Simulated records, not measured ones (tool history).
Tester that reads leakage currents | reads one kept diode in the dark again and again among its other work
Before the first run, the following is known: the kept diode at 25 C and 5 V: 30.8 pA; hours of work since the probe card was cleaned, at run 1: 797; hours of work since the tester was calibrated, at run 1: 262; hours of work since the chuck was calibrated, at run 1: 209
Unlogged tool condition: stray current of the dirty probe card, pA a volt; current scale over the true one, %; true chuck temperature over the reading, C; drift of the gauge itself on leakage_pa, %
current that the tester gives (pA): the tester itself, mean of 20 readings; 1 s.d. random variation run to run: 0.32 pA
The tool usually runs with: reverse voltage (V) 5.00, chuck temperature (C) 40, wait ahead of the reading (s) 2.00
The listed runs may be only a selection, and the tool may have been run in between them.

run	day	reverse voltage (V)	chuck temperature (C)	wait ahead of the reading (s)	hours of work since the probe card was cleaned	hours of work since the tester was calibrated	hours of work since the chuck was calibrated	current that the tester gives (pA)
1	0.000	5.00	40	2.00	797	262	209	106.94
2	1.938	5.00	40	2.00	827	292	239	107.62
3	3.288	13.15	40	2.00	849	314	261	176.39
4	4.812	13.15	40	2.00	873	338	285	177.38
5	6.662	13.15	40	2.00	902	367	314	178.36
6	8.838	13.15	40	2.00	937	402	349	178.28
7	10.154	13.15	40	2.00	958	423	370	179.35
8	11.858	13.15	40	2.00	985	450	397	179.81
9	14.592	13.15	40	2.00	1028	493	440	179.78
10	16.183	5.00	40	2.00	1053	518	465	109.09
11	18.229	5.00	40	2.00	1086	551	498	109.38
12	19.900	5.00	40	2.00	1112	577	524	108.68
13	22.167	5.00	40	2.00	1148	613	560	109.68
14	23.896	5.00	40	2.00	1176	641	588	110.32
15	25.475	5.00	40	2.00	1201	666	613	110.16
16	26.829	5.00	40	2.00	1222	687	634	110.61
17	29.371	5.00	40	2.00	1262	728	674	110.01
18	32.058	5.00	40	2.00	1305	770	717	111.51
19	33.962	5.00	40	2.00	1335	800	747	111.82
20	36.008	17.19	34	0.31	1368	833	780	135.76
21	37.154	1.80	24	3.77	1386	851	798	18.13
22	39.917	1.75	40	0.48	1430	895	842	65.31
# day 42.175: chuck's temperature calibrated
23	42.667	5.00	26	1.01	1472	937	8	35.13
24	44.329	5.00	26	1.01	1498	963	34	35.38
25	46.708	1.45	22	2.00	1536	1001	72	13.06
26	48.788	1.45	22	2.00	1569	1034	105	13.19
27	51.579	1.45	44	2.00	1613	1078	149	77.15
28	53.150	1.45	44	2.00	1638	1103	174	77.18
29	54.983	8.40	22	6.16	1667	1132	203	33.70
30	56.821	1.54	38	1.53	1696	1161	232	50.55
31	58.433	3.56	42	2.00	1722	1187	258	106.38

Consider 3 possible next runs. They are alternatives, not a sequence: every one starts from the tool as it was left by run 31. What does each give?
A	59.633	5.00	27	2.00	1741	1206	277	?
B	59.633	3.77	35	2.00	1741	1206	277	?
C	59.633	1.50	43	1.00	1741	1206	277	?

run	current that the tester gives (pA)
A	38.93
B	63.94
C	73.70
What these runs would have given with no unlogged condition in the tool:
run	current that the tester gives (pA)
A	36.82
B	61.44
C	71.45
